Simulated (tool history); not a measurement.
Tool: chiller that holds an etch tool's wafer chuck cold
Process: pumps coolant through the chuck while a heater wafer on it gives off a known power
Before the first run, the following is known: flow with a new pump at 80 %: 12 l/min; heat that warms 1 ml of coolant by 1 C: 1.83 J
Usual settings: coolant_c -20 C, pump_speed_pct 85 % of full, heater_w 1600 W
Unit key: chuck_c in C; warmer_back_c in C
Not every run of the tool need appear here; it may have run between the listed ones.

run	hour	coolant_c	pump_speed_pct	heater_w	chuck_c	warmer_back_c
1	0	-20	85	1600	-10.3	4.32
2	51.9	-20	85	2179	-6.6	5.83
3	97.6	-20	76	1600	-9.4	4.88
4	144.3	-20	85	1600	-10.2	4.32
5	195.3	-20	85	1575	-10.2	4.31
6	230.6	-18	85	1600	-8.2	4.33
7	264.8	-18	85	1600	-8.3	4.34
8	316.3	-18	85	1600	-8.2	4.34
9	361.2	-18	85	1600	-8.2	4.31
10	389.8	-20	85	1072	-13.5	2.89
11	435.7	-20	85	1600	-10	4.34
12	484.3	-20	85	1600	-10.1	4.4
13	511.6	-20	85	1600	-9.9	4.34
14	565.2	-20	85	1600	-10.1	4.34
15	612.3	-20	85	1600	-9.8	4.37
16	663.9	-20	85	2025	-7.2	5.53
17	689.1	-20	88	1420	-11.6	3.75
# hour 700: chiller's thermometer calibrated
18	734.8	-20	73	1684	-8.7	5.52
19	763.2	-20	73	1684	-8.4	5.48

Run 20, settings as shown, results not yet in. Your forecast:
20	785.8	-13	85	971	?	?

Run 20 produced chuck_c -7.5 C, warmer_back_c 2.68 C.
Were there no unlogged condition in the tool, this run, its random variation unchanged, would have produced chuck_c -7.2 C, warmer_back_c 2.49 C.
